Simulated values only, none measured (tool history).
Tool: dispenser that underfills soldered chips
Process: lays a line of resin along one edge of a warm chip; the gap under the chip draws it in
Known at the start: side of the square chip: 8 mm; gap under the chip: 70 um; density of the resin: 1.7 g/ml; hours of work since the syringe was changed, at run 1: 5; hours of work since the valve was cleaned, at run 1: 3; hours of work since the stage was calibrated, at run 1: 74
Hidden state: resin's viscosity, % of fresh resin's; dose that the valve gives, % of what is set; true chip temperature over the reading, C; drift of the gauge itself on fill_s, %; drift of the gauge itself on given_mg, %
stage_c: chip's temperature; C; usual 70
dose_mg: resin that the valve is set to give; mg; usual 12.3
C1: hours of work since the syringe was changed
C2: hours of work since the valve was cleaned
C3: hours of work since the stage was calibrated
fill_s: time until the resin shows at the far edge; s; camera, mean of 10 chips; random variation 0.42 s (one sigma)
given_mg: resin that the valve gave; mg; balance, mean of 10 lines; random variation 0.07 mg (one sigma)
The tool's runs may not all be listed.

Run 1, hour 0.0: usual settings; C1 5; C2 3; C3 74. Result: fill_s 39.1 s, given_mg 12.35 mg.
At hour 2.7: new syringe of resin.
Run 2, hour 2.7: usual settings; C1 0; C2 5; C3 76. Result: fill_s 28.7 s, given_mg 12.30 mg.
Run 3, hour 7.7: usual settings; C1 3; C2 8; C3 79. Result: fill_s 35.4 s, given_mg 12.30 mg.
Run 4, hour 11.3: usual settings; C1 6; C2 11; C3 82. Result: fill_s 41.6 s, given_mg 12.26 mg.
At hour 12.0: new syringe of resin.
Run 5, hour 15.0: usual settings but stage_c 57 C; C1 2; C2 13; C3 84. Result: fill_s 57.0 s, given_mg 12.07 mg.
Run 6, hour 17.4: usual settings but dose_mg 13.4 mg; C1 4; C2 15; C3 86. Result: fill_s 35.7 s, given_mg 13.26 mg.
At hour 21.5: new syringe of resin.
Run 7, hour 22.0: usual settings but dose_mg 13.4 mg; C1 0; C2 18; C3 89. Result: fill_s 28.9 s, given_mg 13.23 mg.
Run 8, hour 25.0: usual settings but dose_mg 13.4 mg; C1 2; C2 20; C3 91. Result: fill_s 31.8 s, given_mg 13.43 mg.
Run 9, hour 27.8: usual settings but dose_mg 13.4 mg; C1 4; C2 22; C3 93. Result: fill_s 36.8 s, given_mg 13.28 mg.
Run 10, hour 30.1: usual settings but stage_c 82 C; C1 6; C2 23; C3 94. Result: fill_s 25.3 s, given_mg 12.17 mg.
At hour 30.9: new syringe of resin.
Run 11, hour 35.4: usual settings but dose_mg 12.2 mg; C1 3; C2 27; C3 98. Result: fill_s 33.6 s, given_mg 12.04 mg.
Run 12, hour 38.1: usual settings but dose_mg 14.8 mg; C1 5; C2 29; C3 100. Result: fill_s 37.7 s, given_mg 14.50 mg.
At hour 40.2: new syringe of resin.
Run 13, hour 41.9: usual settings; C1 1; C2 31; C3 102. Result: fill_s 29.8 s, given_mg 12.11 mg.
Run 14, hour 46.7: usual settings but dose_mg 11.5 mg; C1 5; C2 35; C3 106. Result: fill_s 36.9 s, given_mg 11.25 mg.
At hour 49.5: new syringe of resin.
Run 15, hour 52.2: usual settings but dose_mg 11.5 mg; C1 2; C2 38; C3 109. Result: fill_s 32.5 s, given_mg 11.27 mg.
Run 16, hour 54.3: usual settings but dose_mg 11.5 mg; C1 3; C2 40; C3 111. Result: fill_s 35.6 s, given_mg 11.22 mg.
At hour 58.6: new syringe of resin.
Run 17, hour 58.8: usual settings; C1 0; C2 43; C3 114. Result: fill_s 29.6 s, given_mg 11.92 mg.
Run 18, hour 61.9: usual settings; C1 2; C2 45; C3 116. Result: fill_s 33.7 s, given_mg 12.05 mg.
Run 19, hour 66.2: usual settings but stage_c 68 C, dose_mg 11.4 mg; C1 5; C2 48; C3 119. Result: fill_s 44.7 s, given_mg 11.12 mg.
At hour 67.9: new syringe of resin.
Run 20, hour 69.9: usual settings but stage_c 68 C, dose_mg 11.4 mg; C1 1; C2 50; C3 121. Result: fill_s 33.8 s, given_mg 11.08 mg.
Run 21, hour 74.7: usual settings but dose_mg 13.1 mg; C1 5; C2 53; C3 124. Result: fill_s 37.1 s, given_mg 12.78 mg.
At hour 77.1: new syringe of resin.
Run 22, hour 77.2: usual settings but dose_mg 13.1 mg; C1 0; C2 55; C3 126. Result: fill_s 28.5 s, given_mg 12.75 mg.
Run 23, hour 80.3: usual settings but stage_c 68 C, dose_mg 11.8 mg; C1 2; C2 57; C3 128. Result: fill_s 36.8 s, given_mg 11.25 mg.
Run 24, hour 85.2: usual settings but stage_c 68 C, dose_mg 11.8 mg; C1 6; C2 61; C3 132. Result: fill_s 44.5 s, given_mg 11.28 mg.
At hour 86.2: new syringe of resin.
Run 25, hour 90.0: usual settings but stage_c 68 C, dose_mg 11.8 mg; C1 3; C2 64; C3 135. Result: fill_s 36.6 s, given_mg 11.41 mg.
Run 26, hour 93.6: usual settings but stage_c 58 C, dose_mg 15.0 mg; C1 5; C2 66; C3 137. Result: fill_s 65.6 s, given_mg 14.45 mg.
At hour 95.4: new syringe of resin.
Run 27, hour 97.8: usual settings but stage_c 61 C, dose_mg 15.0 mg; C1 2; C2 69; C3 140. Result: fill_s 45.5 s, given_mg 14.49 mg.
Run 28, hour 100.0: usual settings but stage_c 56 C, dose_mg 15.0 mg; C1 3; C2 70; C3 141. Result: fill_s 61.7 s, given_mg 14.38 mg.
At hour 104.8: new syringe of resin.
Run 29, hour 105.3: usual settings but stage_c 77 C, dose_mg 11.1 mg; C1 0; C2 74; C3 145. Result: fill_s 21.6 s, given_mg 10.59 mg.
Run 30, hour 109.9: usual settings but stage_c 77 C, dose_mg 11.1 mg; C1 4; C2 77; C3 148. Result: fill_s 26.5 s, given_mg 10.53 mg.
Run 31, hour 113.3: usual settings but stage_c 79 C, dose_mg 11.4 mg; C1 6; C2 80; C3 151. Result: fill_s 27.9 s, given_mg 10.91 mg.
At hour 114.0: new syringe of resin.
Run 32, hour 117.7: usual settings but dose_mg 13.9 mg; C1 3; C2 82; C3 153. Result: fill_s 33.1 s, given_mg 13.38 mg.
Run 33, hour 122.0: usual settings but dose_mg 13.9 mg; C1 6; C2 85; C3 156. Result: fill_s 40.2 s, given_mg 13.16 mg.
At hour 123.3: new syringe of resin.
Run 34, hour 125.8: usual settings but dose_mg 13.9 mg; C1 2; C2 88; C3 159. Result: fill_s 31.6 s, given_mg 13.20 mg.
Run 35, hour 129.6: usual settings but stage_c 56 C, dose_mg 11.9 mg; C1 4; C2 90; C3 161. Result: fill_s 70.4 s, given_mg 11.31 mg.
At hour 132.5: new syringe of resin.
Run 36, hour 132.5: usual settings but stage_c 56 C, dose_mg 14.6 mg; C1 0; C2 92; C3 163. Result: fill_s 51.3 s, given_mg 13.85 mg.

Forecast each of these 4 alternatives for the next run:
Run A, hour 135.4: usual settings but stage_c 62 C, dose_mg 11.4 mg; C1 2; C2 94; C3 165. Result: fill_s ?, given_mg ?.
Run B, hour 135.4: usual settings but stage_c 60 C, dose_mg 10.6 mg; C1 2; C2 94; C3 165. Result: fill_s ?, given_mg ?.
Run C, hour 135.4: usual settings but stage_c 68 C, dose_mg 15.4 mg; C1 2; C2 94; C3 165. Result: fill_s ?, given_mg ?.
Run D, hour 135.4: usual settings but stage_c 84 C, dose_mg 14.6 mg; C1 2; C2 94; C3 165. Result: fill_s ?, given_mg ?.

run  fill_s  given_mg
  A    45.6     10.78
  B    52.9     10.15
  C    34.8     14.53
  D    18.0     13.87
Without the tool's hidden state the same runs would have given:
run  fill_s  given_mg
  A    41.1     11.40
  B    47.6     10.74
  C    31.7     15.37
  D    16.3     14.67

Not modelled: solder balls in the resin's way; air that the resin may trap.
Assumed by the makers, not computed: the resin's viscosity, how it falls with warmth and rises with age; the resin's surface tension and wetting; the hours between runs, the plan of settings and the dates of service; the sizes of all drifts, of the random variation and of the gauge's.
